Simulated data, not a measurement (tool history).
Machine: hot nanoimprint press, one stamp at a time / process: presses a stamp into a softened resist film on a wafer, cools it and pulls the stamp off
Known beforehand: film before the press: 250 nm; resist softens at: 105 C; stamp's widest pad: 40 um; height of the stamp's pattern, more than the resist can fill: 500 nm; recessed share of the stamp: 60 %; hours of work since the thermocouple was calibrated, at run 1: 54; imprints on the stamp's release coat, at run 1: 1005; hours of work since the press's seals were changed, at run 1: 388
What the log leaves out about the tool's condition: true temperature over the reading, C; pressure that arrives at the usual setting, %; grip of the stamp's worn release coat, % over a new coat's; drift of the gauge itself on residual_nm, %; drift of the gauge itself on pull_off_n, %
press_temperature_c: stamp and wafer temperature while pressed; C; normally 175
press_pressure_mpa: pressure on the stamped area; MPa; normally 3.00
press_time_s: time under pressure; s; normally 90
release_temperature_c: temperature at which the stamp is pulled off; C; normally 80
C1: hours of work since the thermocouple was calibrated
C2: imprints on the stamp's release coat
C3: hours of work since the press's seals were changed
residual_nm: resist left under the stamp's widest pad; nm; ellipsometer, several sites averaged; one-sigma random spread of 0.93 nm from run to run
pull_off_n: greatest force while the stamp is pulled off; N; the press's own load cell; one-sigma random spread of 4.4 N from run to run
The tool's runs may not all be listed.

Run 1, hour 0.0: usual settings; C1 54; C2 1005; C3 388. Result: residual_nm 131.5 nm, pull_off_n 236 N.
Run 2, hour 20.5: usual settings; C1 67; C2 1069; C3 401. Result: residual_nm 131.9 nm, pull_off_n 248 N.
At hour 43.7: stamp cleaned and given a new release coat.
Run 3, hour 64.6: usual settings; C1 91; C2 64; C3 425. Result: residual_nm 131.7 nm, pull_off_n 212 N.
Run 4, hour 94.7: usual settings; C1 110; C2 157; C3 444. Result: residual_nm 132.7 nm, pull_off_n 223 N.
Run 5, hour 129.9: usual settings; C1 132; C2 265; C3 466. Result: residual_nm 134.7 nm, pull_off_n 219 N.
Run 6, hour 148.2: usual settings; C1 144; C2 322; C3 478. Result: residual_nm 133.6 nm, pull_off_n 218 N.
Run 7, hour 167.6: usual settings; C1 156; C2 382; C3 490. Result: residual_nm 133.4 nm, pull_off_n 217 N.
Run 8, hour 191.0: usual settings but press_pressure_mpa 2.08 MPa; C1 171; C2 454; C3 505. Result: residual_nm 159.1 nm, pull_off_n 226 N.
Run 9, hour 230.5: usual settings but press_pressure_mpa 2.08 MPa; C1 196; C2 575; C3 530. Result: residual_nm 158.4 nm, pull_off_n 227 N.
Run 10, hour 251.1: usual settings but release_temperature_c 66 C; C1 209; C2 639; C3 543. Result: residual_nm 136.3 nm, pull_off_n 300 N.
Run 11, hour 290.1: usual settings but release_temperature_c 66 C; C1 234; C2 759; C3 567. Result: residual_nm 134.3 nm, pull_off_n 299 N.
Run 12, hour 306.9: usual settings but release_temperature_c 66 C; C1 244; C2 811; C3 578. Result: residual_nm 134.2 nm, pull_off_n 302 N.
At hour 345.3: plate thermocouple calibrated.
Run 13, hour 346.9: usual settings but release_temperature_c 66 C; C1 1; C2 925; C3 601. Result: residual_nm 130.1 nm, pull_off_n 301 N.
Run 14, hour 375.3: usual settings but release_temperature_c 66 C; C1 19; C2 1012; C3 619. Result: residual_nm 131.3 nm, pull_off_n 310 N.
Run 15, hour 396.5: usual settings; C1 32; C2 1078; C3 633. Result: residual_nm 132.2 nm, pull_off_n 234 N.
At hour 417.4: stamp cleaned and given a new release coat.
Run 16, hour 435.4: usual settings; C1 53; C2 55; C3 654. Result: residual_nm 131.5 nm, pull_off_n 215 N.
Run 17, hour 475.0: usual settings but press_temperature_c 168 C, press_pressure_mpa 1.81 MPa, press_time_s 86 s, release_temperature_c 72 C; C1 78; C2 177; C3 679. Result: residual_nm 197.6 nm, pull_off_n 247 N.
Run 18, hour 499.6: usual settings but press_temperature_c 168 C, press_pressure_mpa 1.81 MPa, press_time_s 86 s, release_temperature_c 72 C; C1 94; C2 253; C3 694. Result: residual_nm 197.3 nm, pull_off_n 258 N.
Run 19, hour 529.5: usual settings but press_temperature_c 171 C, press_pressure_mpa 2.10 MPa, press_time_s 66 s, release_temperature_c 76 C; C1 113; C2 345; C3 713. Result: residual_nm 189.3 nm, pull_off_n 238 N.
Run 20, hour 551.6: usual settings but press_pressure_mpa 2.29 MPa, press_time_s 60 s, release_temperature_c 77 C; C1 127; C2 413; C3 727. Result: residual_nm 166.0 nm, pull_off_n 237 N.
Run 21, hour 580.9: usual settings but press_pressure_mpa 2.29 MPa, press_time_s 120 s, release_temperature_c 70 C; C1 145; C2 503; C3 746. Result: residual_nm 140.9 nm, pull_off_n 266 N.
At hour 595.0: press's hydraulic seals changed and the load cell set to zero.
Run 22, hour 608.0: usual settings but press_pressure_mpa 2.29 MPa, press_time_s 120 s, release_temperature_c 70 C; C1 157; C2 563; C3 8. Result: residual_nm 137.3 nm, pull_off_n 274 N.
Run 23, hour 645.8: usual settings but press_pressure_mpa 2.29 MPa, press_time_s 120 s, release_temperature_c 70 C; C1 181; C2 679; C3 32. Result: residual_nm 137.6 nm, pull_off_n 277 N.
Run 24, hour 662.0: usual settings but press_pressure_mpa 3.91 MPa, press_time_s 171 s; C1 192; C2 729; C3 42. Result: residual_nm 92.2 nm, pull_off_n 231 N.
Run 25, hour 684.2: usual settings but press_pressure_mpa 3.91 MPa, press_time_s 171 s; C1 206; C2 797; C3 56. Result: residual_nm 92.8 nm, pull_off_n 229 N.
Run 26, hour 705.6: usual settings but press_pressure_mpa 3.91 MPa, press_time_s 171 s; C1 219; C2 863; C3 70. Result: residual_nm 94.4 nm, pull_off_n 241 N.
Run 27, hour 736.7: usual settings but press_pressure_mpa 3.91 MPa, press_time_s 171 s, release_temperature_c 74 C; C1 239; C2 959; C3 90. Result: residual_nm 93.8 nm, pull_off_n 269 N.
Run 28, hour 758.0: usual settings but press_pressure_mpa 3.91 MPa, press_time_s 171 s, release_temperature_c 74 C; C1 252; C2 1025; C3 103. Result: residual_nm 93.6 nm, pull_off_n 269 N.
At hour 784.3: plate thermocouple calibrated.
At hour 799.3: stamp cleaned and given a new release coat.
Run 29, hour 799.3: usual settings but press_temperature_c 186 C, press_pressure_mpa 3.22 MPa, press_time_s 151 s, release_temperature_c 74 C; C1 6; C2 0; C3 124. Result: residual_nm 72.8 nm, pull_off_n 229 N.

How would selected steps in residual_nm from run to run divide? Give the signed amount a tool lacking its hidden state would still show from settings, what came in and random variation, and the signed amount left for the hidden state, including any gauge scatter that is not in both of the compared results.
Run 12 -> 13: plate thermocouple calibrated. residual_nm -4.1 nm: hidden state -4.0, all else -0.1.
Run 16 -> 17: press_temperature_c 175 -> 168, press_pressure_mpa 3.00 -> 1.81, press_time_s 90 -> 86, release_temperature_c 80 -> 72. residual_nm +66.1 nm: hidden state -0.9, all else +67.0.
Run 23 -> 24: press_pressure_mpa 2.29 -> 3.91, press_time_s 120 -> 171, release_temperature_c 70 -> 80. residual_nm -45.4 nm: hidden state -0.2, all else -45.2.
Run 28 -> 29: press_temperature_c 175 -> 186, press_pressure_mpa 3.91 -> 3.22, press_time_s 171 -> 151, plate thermocouple calibrated, stamp cleaned and given a new release coat. residual_nm -20.8 nm: hidden state -2.6, all else -18.2.
